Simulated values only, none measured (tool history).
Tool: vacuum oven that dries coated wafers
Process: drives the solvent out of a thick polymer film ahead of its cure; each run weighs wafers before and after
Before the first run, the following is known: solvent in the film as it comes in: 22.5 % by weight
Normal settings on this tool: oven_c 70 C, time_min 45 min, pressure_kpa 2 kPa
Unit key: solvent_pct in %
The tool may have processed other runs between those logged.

run,hour,oven_c,time_min,pressure_kpa,solvent_pct
1,0,70,45,2,1.25
2,13.5,70,79,2,0.58
3,26.1,70,79,2,0.63
4,42.3,70,65,2,0.74
5,51.9,70,65,2,0.75
6,62.4,70,45,3.36,1.6
7,80.4,70,45,3.36,1.64
8,87.8,70,45,3.36,1.62
9,99.5,70,64,3.36,1.09
10,117.1,70,64,3.36,1.06
11,130.8,70,45,2,1.34
12,143.3,70,45,2,1.36
13,161.2,70,45,2,1.32
14,178.1,70,45,2,1.3
15,191.9,67,56,2.06,1.36
16,209.6,67,56,2.06,1.36
17,224.6,70,48,1.23,0.95
18,237.9,70,48,1.23,0.94
19,247.9,57,38,3.19,7.31
20,263.8,57,38,3.19,7.31
21,278.9,57,38,3.19,7.37
22,294.8,70,38,1.25,1.61
23,303.1,70,24,5.19,4.54
24,319.1,79,77,5.19,0.93
25,336.2,79,77,5.19,0.91
26,347.9,83,24,2.34,0.74
27,365.6,73,38,4.44,1.7
28,375.7,70,47,3.7,1.6

5 options for the next run, each taken on its own from the tool as it stands now. Forecast them:
A,393.5,70,57,1.78,?
B,393.5,65,54,2.69,?
C,393.5,70,45,1.21,?
D,393.5,79,45,1.85,?
E,393.5,70,30,1,?

run,solvent_pct
A,0.86
B,2.08
C,1.13
D,0.47
E,2.51
Take away the tool's hidden state, keep each run's random variation, and the runs would have read:
run,solvent_pct
A,0.71
B,1.82
C,0.93
D,0.4
E,2.22
